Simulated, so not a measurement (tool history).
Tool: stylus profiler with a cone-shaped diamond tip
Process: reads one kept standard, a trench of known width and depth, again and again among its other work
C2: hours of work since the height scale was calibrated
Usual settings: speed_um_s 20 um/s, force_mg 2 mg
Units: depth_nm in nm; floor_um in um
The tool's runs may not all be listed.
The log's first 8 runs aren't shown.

run 9 day=5.133 | speed_um_s=20 force_mg=2 | scans_with_this_tip=619 C2=87 | depth_nm=100.81 floor_um=97.89
run 10 day=5.667 | speed_um_s=13 force_mg=2 | scans_with_this_tip=663 C2=94 | depth_nm=100.92 floor_um=97.91
run 11 day=6.354 | speed_um_s=13 force_mg=2 | scans_with_this_tip=721 C2=102 | depth_nm=100.97 floor_um=97.9
run 12 day=6.854 | speed_um_s=28 force_mg=2 | scans_with_this_tip=763 C2=108 | depth_nm=100.85 floor_um=97.72
run 13 day=7.654 | speed_um_s=28 force_mg=2 | scans_with_this_tip=831 C2=117 | depth_nm=100.88 floor_um=97.8
run 14 day=8.254 | speed_um_s=28 force_mg=2 | scans_with_this_tip=881 C2=124 | depth_nm=100.81 floor_um=97.76
run 15 day=8.904 | speed_um_s=28 force_mg=2 | scans_with_this_tip=935 C2=132 | depth_nm=100.73 floor_um=97.8
run 16 day=9.833 | speed_um_s=28 force_mg=2 | scans_with_this_tip=1014 C2=143 | depth_nm=100.95 floor_um=97.75
run 17 day=10.392 | speed_um_s=5 force_mg=2 | scans_with_this_tip=1061 C2=150 | depth_nm=100.73 floor_um=97.93
run 18 day=11.004 | speed_um_s=11 force_mg=0.97 | scans_with_this_tip=1112 C2=157 | depth_nm=100.5 floor_um=97.82
run 19 day=11.7 | speed_um_s=6 force_mg=2.52 | scans_with_this_tip=1171 C2=165 | depth_nm=101.16 floor_um=97.81

Run 20 comes next. What will it give?
-- day=11.767 height scale calibrated on a step standard
run 20 day=12.388 | speed_um_s=6 force_mg=1.93 | scans_with_this_tip=1227 C2=7 | depth_nm=? floor_um=?

depth_nm: 100.87 nm
floor_um: 97.87 um
Without the tool's hidden state the same run would have given depth_nm 100.97 nm, floor_um 97.97 um.
